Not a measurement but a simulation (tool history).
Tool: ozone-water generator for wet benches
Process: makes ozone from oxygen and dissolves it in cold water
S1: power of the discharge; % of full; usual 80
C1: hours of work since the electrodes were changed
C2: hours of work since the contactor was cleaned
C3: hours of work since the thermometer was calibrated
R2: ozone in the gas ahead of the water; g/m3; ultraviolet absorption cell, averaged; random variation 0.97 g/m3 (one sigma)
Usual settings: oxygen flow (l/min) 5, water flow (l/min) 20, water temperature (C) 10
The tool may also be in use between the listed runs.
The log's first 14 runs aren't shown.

run 15 day=68.729 | S1=75 oxygen_flow_(l/min)=5 water_flow_(l/min)=15 water_temperature_(C)=10 | C1=5972 C2=5539 C3=1031 | dissolved_ozone_(ppm)=21.8 R2=130.9
run 16 day=72.671 | S1=75 oxygen_flow_(l/min)=5 water_flow_(l/min)=15 water_temperature_(C)=10 | C1=6045 C2=5612 C3=1104 | dissolved_ozone_(ppm)=21.8 R2=131.4
run 17 day=76.454 | S1=75 oxygen_flow_(l/min)=8.83 water_flow_(l/min)=15 water_temperature_(C)=10 | C1=6114 C2=5682 C3=1174 | dissolved_ozone_(ppm)=23.8 R2=108.1
run 18 day=81.867 | S1=75 oxygen_flow_(l/min)=8.83 water_flow_(l/min)=15 water_temperature_(C)=10 | C1=6214 C2=5781 C3=1273 | dissolved_ozone_(ppm)=24 R2=107.8
run 19 day=86.271 | S1=76 oxygen_flow_(l/min)=3.23 water_flow_(l/min)=20 water_temperature_(C)=10 | C1=6295 C2=5863 C3=1355 | dissolved_ozone_(ppm)=14.9 R2=152.3
run 20 day=90.296 | S1=76 oxygen_flow_(l/min)=3.23 water_flow_(l/min)=20 water_temperature_(C)=10 | C1=6369 C2=5937 C3=1429 | dissolved_ozone_(ppm)=14.7 R2=151.1
run 21 day=94.662 | S1=89 oxygen_flow_(l/min)=5.04 water_flow_(l/min)=25 water_temperature_(C)=7 | C1=6450 C2=6017 C3=1509 | dissolved_ozone_(ppm)=15.8 R2=142.6
run 22 day=97.642 | S1=89 oxygen_flow_(l/min)=5.04 water_flow_(l/min)=25 water_temperature_(C)=7 | C1=6505 C2=6072 C3=1564 | dissolved_ozone_(ppm)=15.6 R2=141.4
run 23 day=100.562 | S1=80 oxygen_flow_(l/min)=5 water_flow_(l/min)=13 water_temperature_(C)=16 | C1=6558 C2=6126 C3=1618 | dissolved_ozone_(ppm)=22.6 R2=133.7
run 24 day=106.438 | S1=80 oxygen_flow_(l/min)=5 water_flow_(l/min)=27 water_temperature_(C)=7 | C1=6667 C2=6234 C3=1726 | dissolved_ozone_(ppm)=13.2 R2=136.4
run 25 day=111.529 | S1=73 oxygen_flow_(l/min)=8.3 water_flow_(l/min)=20 water_temperature_(C)=10 | C1=6760 C2=6328 C3=1820 | dissolved_ozone_(ppm)=18.9 R2=107.5
run 26 day=116.992 | S1=44 oxygen_flow_(l/min)=5 water_flow_(l/min)=20 water_temperature_(C)=17 | C1=6861 C2=6429 C3=1921 | dissolved_ozone_(ppm)=11.5 R2=94.8
-- day=118.5 contactor cleaned
run 27 day=122.596 | S1=59 oxygen_flow_(l/min)=5 water_flow_(l/min)=31 water_temperature_(C)=10 | C1=6961 C2=75 C3=2021 | dissolved_ozone_(ppm)=9.7 R2=112.8
run 28 day=126.292 | S1=59 oxygen_flow_(l/min)=5 water_flow_(l/min)=31 water_temperature_(C)=10 | C1=7029 C2=144 C3=2089 | dissolved_ozone_(ppm)=9.8 R2=111
run 29 day=132.838 | S1=59 oxygen_flow_(l/min)=5 water_flow_(l/min)=31 water_temperature_(C)=10 | C1=7150 C2=264 C3=2209 | dissolved_ozone_(ppm)=9.7 R2=111.5
run 30 day=135.829 | S1=59 oxygen_flow_(l/min)=5 water_flow_(l/min)=31 water_temperature_(C)=10 | C1=7205 C2=319 C3=2264 | dissolved_ozone_(ppm)=9.6 R2=109.6
run 31 day=142.75 | S1=59 oxygen_flow_(l/min)=5 water_flow_(l/min)=31 water_temperature_(C)=10 | C1=7333 C2=447 C3=2392 | dissolved_ozone_(ppm)=9.6 R2=110.4
run 32 day=146.767 | S1=59 oxygen_flow_(l/min)=5 water_flow_(l/min)=31 water_temperature_(C)=10 | C1=7407 C2=521 C3=2466 | dissolved_ozone_(ppm)=9.5 R2=109.1

4 ways to go on from here, each from the tool as it stands after run 32. What would each give?
run A day=153.929 | S1=87 oxygen_flow_(l/min)=5.71 water_flow_(l/min)=20 water_temperature_(C)=10 | C1=7539 C2=653 C3=2598 | dissolved_ozone_(ppm)=? R2=?
run B day=153.929 | S1=80 oxygen_flow_(l/min)=8.49 water_flow_(l/min)=19 water_temperature_(C)=6 | C1=7539 C2=653 C3=2598 | dissolved_ozone_(ppm)=? R2=?
run C day=153.929 | S1=43 oxygen_flow_(l/min)=5 water_flow_(l/min)=20 water_temperature_(C)=16 | C1=7539 C2=653 C3=2598 | dissolved_ozone_(ppm)=? R2=?
run D day=153.929 | S1=87 oxygen_flow_(l/min)=3.9 water_flow_(l/min)=25 water_temperature_(C)=10 | C1=7539 C2=653 C3=2598 | dissolved_ozone_(ppm)=? R2=?

run=A dissolved_ozone_(ppm)=19 R2=129.6
run=B dissolved_ozone_(ppm)=21.6 R2=109.7
run=C dissolved_ozone_(ppm)=11.6 R2=93.2
run=D dissolved_ozone_(ppm)=13.6 R2=148.1
Without the tool's hidden state the same runs would have given:
run=A dissolved_ozone_(ppm)=24.5 R2=166.5
run=B dissolved_ozone_(ppm)=27.6 R2=139.2
run=C dissolved_ozone_(ppm)=13.6 R2=108.7
run=D dissolved_ozone_(ppm)=17.6 R2=190.2

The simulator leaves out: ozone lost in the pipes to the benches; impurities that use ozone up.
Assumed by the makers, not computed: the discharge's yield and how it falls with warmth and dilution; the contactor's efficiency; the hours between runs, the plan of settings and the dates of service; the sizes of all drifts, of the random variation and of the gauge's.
